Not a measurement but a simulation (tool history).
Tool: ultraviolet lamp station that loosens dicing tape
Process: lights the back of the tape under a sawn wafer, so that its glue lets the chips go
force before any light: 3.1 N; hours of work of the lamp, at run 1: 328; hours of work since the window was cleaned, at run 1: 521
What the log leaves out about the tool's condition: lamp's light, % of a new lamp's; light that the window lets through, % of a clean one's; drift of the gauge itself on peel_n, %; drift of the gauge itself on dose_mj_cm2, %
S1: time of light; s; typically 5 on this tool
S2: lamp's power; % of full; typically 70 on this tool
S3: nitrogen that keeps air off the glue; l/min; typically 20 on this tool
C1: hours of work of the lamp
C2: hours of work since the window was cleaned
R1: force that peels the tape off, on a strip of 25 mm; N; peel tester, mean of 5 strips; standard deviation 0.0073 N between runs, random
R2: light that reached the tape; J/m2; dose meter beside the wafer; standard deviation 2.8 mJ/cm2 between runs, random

| run | hour | S1 | S2 | S3 | C1 | C2 | R1 | R2 |
|---|---|---|---|---|---|---|---|---|
| 1 | 0.0 | 5 | 70 | 20 | 328 | 521 | 0.396 | 3150 |
|  | 43.1 | window cleaned of glue's vapour |
| 2 | 59.5 | 5 | 70 | 20 | 355 | 8 | 0.305 | 3690 |
| 3 | 114.2 | 5 | 64 | 20 | 380 | 33 | 0.367 | 3300 |
| 4 | 173.5 | 5 | 85 | 20 | 407 | 60 | 0.217 | 4330 |
| 5 | 202.4 | 5 | 85 | 20 | 420 | 73 | 0.226 | 4330 |
| 6 | 263.0 | 5 | 85 | 20 | 448 | 101 | 0.236 | 4270 |
| 7 | 292.8 | 7 | 85 | 20 | 461 | 114 | 0.124 | 5950 |
| 8 | 318.8 | 7 | 85 | 20 | 473 | 126 | 0.112 | 5950 |
| 9 | 376.2 | 5 | 76 | 20 | 499 | 152 | 0.304 | 3700 |
| 10 | 429.0 | 5 | 76 | 20 | 524 | 176 | 0.320 | 3670 |
| 11 | 461.0 | 5 | 76 | 20 | 538 | 191 | 0.316 | 3660 |
| 12 | 500.2 | 5 | 70 | 20 | 556 | 209 | 0.386 | 3320 |
| 13 | 546.6 | 2 | 70 | 20 | 577 | 230 | 1.306 | 1330 |
| 14 | 584.3 | 2 | 70 | 20 | 595 | 248 | 1.341 | 1270 |
| 15 | 641.5 | 2 | 70 | 20 | 621 | 274 | 1.351 | 1270 |
| 16 | 673.5 | 5 | 70 | 20 | 635 | 288 | 0.411 | 3200 |
| 17 | 700.6 | 5 | 70 | 20 | 648 | 301 | 0.407 | 3160 |
| 18 | 762.7 | 5 | 70 | 20 | 676 | 329 | 0.424 | 3120 |
| 19 | 818.1 | 5 | 70 | 20 | 701 | 354 | 0.440 | 3110 |
| 20 | 870.9 | 3 | 70 | 20 | 726 | 379 | 0.948 | 1830 |
| 21 | 903.7 | 3 | 70 | 20 | 741 | 394 | 0.927 | 1800 |
| 22 | 955.5 | 5 | 93 | 20 | 764 | 417 | 0.264 | 3970 |
| 23 | 1009.3 | 5 | 93 | 20 | 789 | 442 | 0.276 | 3870 |
| 24 | 1072.1 | 3 | 95 | 20 | 818 | 471 | 0.672 | 2380 |
| 25 | 1117.4 | 4 | 93 | 15 | 838 | 491 | 0.515 | 3060 |
| 26 | 1156.9 | 8 | 66 | 8 | 856 | 509 | 0.449 | 4260 |
| 27 | 1192.1 | 4 | 100 | 39 | 873 | 525 | 0.273 | 3230 |
| 28 | 1222.4 | 4 | 100 | 39 | 886 | 539 | 0.274 | 3210 |
|  | 1225.5 | window cleaned of glue's vapour |
| 29 | 1280.2 | 4 | 100 | 39 | 913 | 25 | 0.188 | 3700 |

Run 30 comes next. What will it give?
| 30 | 1310.2 | 5 | 87 | 7 | 926 | 39 | ? | ? |

{"run 30": {"R1": 0.517, "R2": 4050}}
Were there no unlogged condition in the tool, this run, its random variation unchanged, would have produced R1 0.369 N, R2 4890 J/m2.

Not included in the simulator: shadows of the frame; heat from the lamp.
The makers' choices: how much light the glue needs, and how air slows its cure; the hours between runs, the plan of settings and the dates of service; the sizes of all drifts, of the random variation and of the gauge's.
